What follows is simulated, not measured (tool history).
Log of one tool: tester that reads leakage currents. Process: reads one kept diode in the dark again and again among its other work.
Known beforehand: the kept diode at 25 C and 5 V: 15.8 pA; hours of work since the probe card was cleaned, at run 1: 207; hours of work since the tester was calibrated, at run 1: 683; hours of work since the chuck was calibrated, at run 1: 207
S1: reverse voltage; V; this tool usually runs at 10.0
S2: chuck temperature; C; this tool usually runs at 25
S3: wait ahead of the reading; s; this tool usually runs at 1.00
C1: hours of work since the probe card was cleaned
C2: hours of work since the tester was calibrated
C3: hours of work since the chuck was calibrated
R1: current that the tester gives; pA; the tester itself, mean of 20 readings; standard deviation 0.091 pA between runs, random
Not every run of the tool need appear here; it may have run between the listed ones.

run 1 hour=0.0 | S1=10.0 S2=25 S3=1.00 | C1=207 C2=683 C3=207 | R1=26.57
run 2 hour=98.0 | S1=10.0 S2=25 S3=1.00 | C1=273 C2=750 C3=273 | R1=27.19
run 3 hour=191.9 | S1=10.0 S2=25 S3=1.00 | C1=337 C2=813 C3=337 | R1=27.41
run 4 hour=268.6 | S1=10.0 S2=25 S3=1.00 | C1=389 C2=865 C3=389 | R1=27.70
run 5 hour=362.3 | S1=10.0 S2=25 S3=1.00 | C1=452 C2=929 C3=452 | R1=27.99
run 6 hour=447.3 | S1=10.0 S2=25 S3=1.00 | C1=510 C2=986 C3=510 | R1=28.43
run 7 hour=550.3 | S1=10.0 S2=25 S3=1.00 | C1=580 C2=1056 C3=580 | R1=28.80
run 8 hour=651.3 | S1=10.0 S2=25 S3=1.00 | C1=648 C2=1125 C3=648 | R1=29.43
run 9 hour=723.2 | S1=10.0 S2=25 S3=1.00 | C1=697 C2=1173 C3=697 | R1=29.67
run 10 hour=797.9 | S1=9.0 S2=25 S3=1.00 | C1=748 C2=1224 C3=748 | R1=28.15
run 11 hour=854.3 | S1=9.0 S2=25 S3=1.00 | C1=786 C2=1262 C3=786 | R1=28.44
run 12 hour=943.3 | S1=9.0 S2=25 S3=1.00 | C1=846 C2=1323 C3=846 | R1=28.79
run 13 hour=1048.7 | S1=9.0 S2=25 S3=1.00 | C1=918 C2=1394 C3=918 | R1=29.11
run 14 hour=1118.2 | S1=9.0 S2=25 S3=1.00 | C1=965 C2=1441 C3=965 | R1=29.35
run 15 hour=1170.7 | S1=9.0 S2=25 S3=1.00 | C1=1000 C2=1477 C3=1000 | R1=29.45
run 16 hour=1263.6 | S1=10.0 S2=25 S3=1.00 | C1=1063 C2=1540 C3=1063 | R1=32.25
run 17 hour=1309.6 | S1=10.0 S2=25 S3=1.00 | C1=1094 C2=1571 C3=1094 | R1=32.38
run 18 hour=1374.4 | S1=10.0 S2=25 S3=1.00 | C1=1138 C2=1615 C3=1138 | R1=32.60
run 19 hour=1461.1 | S1=10.0 S2=25 S3=1.00 | C1=1197 C2=1674 C3=1197 | R1=32.99
run 20 hour=1547.4 | S1=10.0 S2=25 S3=1.00 | C1=1256 C2=1732 C3=1256 | R1=33.28
-- hour=1556.1 tester calibrated
run 21 hour=1654.0 | S1=10.0 S2=26 S3=0.39 | C1=1327 C2=66 C3=1327 | R1=40.45
run 22 hour=1746.0 | S1=1.8 S2=39 S3=7.02 | C1=1389 C2=129 C3=1389 | R1=34.53
run 23 hour=1808.2 | S1=1.8 S2=39 S3=7.77 | C1=1431 C2=171 C3=1431 | R1=34.63
run 24 hour=1850.7 | S1=6.4 S2=39 S3=2.22 | C1=1460 C2=200 C3=1460 | R1=66.64
-- hour=1880.4 chuck's temperature calibrated
run 25 hour=1907.8 | S1=2.3 S2=25 S3=1.00 | C1=1497 C2=237 C3=19 | R1=14.37
-- hour=1974.1 tester calibrated, once more
run 26 hour=1974.1 | S1=2.3 S2=25 S3=1.40 | C1=1541 C2=0 C3=62 | R1=14.74
run 27 hour=2053.5 | S1=1.6 S2=25 S3=9.58 | C1=1595 C2=54 C3=116 | R1=11.60
run 28 hour=2106.9 | S1=16.5 S2=35 S3=9.58 | C1=1631 C2=90 C3=152 | R1=92.56
run 29 hour=2178.4 | S1=2.4 S2=39 S3=9.75 | C1=1679 C2=138 C3=201 | R1=44.66
run 30 hour=2223.1 | S1=1.5 S2=25 S3=0.44 | C1=1710 C2=169 C3=231 | R1=12.21
run 31 hour=2311.0 | S1=2.6 S2=49 S3=1.47 | C1=1769 C2=228 C3=291 | R1=104.51
run 32 hour=2367.3 | S1=2.6 S2=49 S3=1.47 | C1=1807 C2=267 C3=329 | R1=104.47
run 33 hour=2450.2 | S1=2.6 S2=49 S3=1.47 | C1=1864 C2=323 C3=385 | R1=103.97
run 34 hour=2551.5 | S1=10.0 S2=39 S3=4.18 | C1=1932 C2=391 C3=454 | R1=94.93
run 35 hour=2614.8 | S1=2.3 S2=25 S3=2.68 | C1=1975 C2=434 C3=496 | R1=14.79
run 36 hour=2687.6 | S1=2.0 S2=22 S3=2.20 | C1=2024 C2=484 C3=546 | R1=11.09
run 37 hour=2764.1 | S1=3.8 S2=25 S3=0.31 | C1=2076 C2=536 C3=598 | R1=23.92
run 38 hour=2826.9 | S1=6.9 S2=25 S3=1.00 | C1=2119 C2=578 C3=640 | R1=31.86
run 39 hour=2887.1 | S1=6.9 S2=40 S3=2.16 | C1=2160 C2=619 C3=681 | R1=84.28

Some steps in R1, run to run, broken into two amounts with sign: the step expected even without the hidden condition (settings, incoming material, random variation), and the rest, left for the hidden condition together with whatever gauge scatter is not in both the measured and the hidden-condition-free result:
Hidden state at play: stray current of the dirty probe card, pA a volt; current scale over the true one, %; true chuck temperature over the reading, C; drift of the gauge itself on leakage_pa, %.
Run 27 -> 28: S1 1.6 -> 16.5, S2 25 -> 35. R1 +80.96 pA: hidden state +19.87, all else +61.09.
Run 28 -> 29: S1 16.5 -> 2.4, S2 35 -> 39, S3 9.58 -> 9.75. R1 -47.90 pA: hidden state -18.82, all else -29.08.
Run 30 -> 31: S1 1.5 -> 2.6, S2 25 -> 49, S3 0.44 -> 1.47. R1 +92.30 pA: hidden state +0.82, all else +91.48.
Run 33 -> 34: S1 2.6 -> 10.0, S2 49 -> 39, S3 1.47 -> 4.18. R1 -9.04 pA: hidden state +11.72, all else -20.76.
Run 34 -> 35: S1 10.0 -> 2.3, S2 39 -> 25, S3 4.18 -> 2.68. R1 -80.14 pA: hidden state -10.65, all else -69.49.
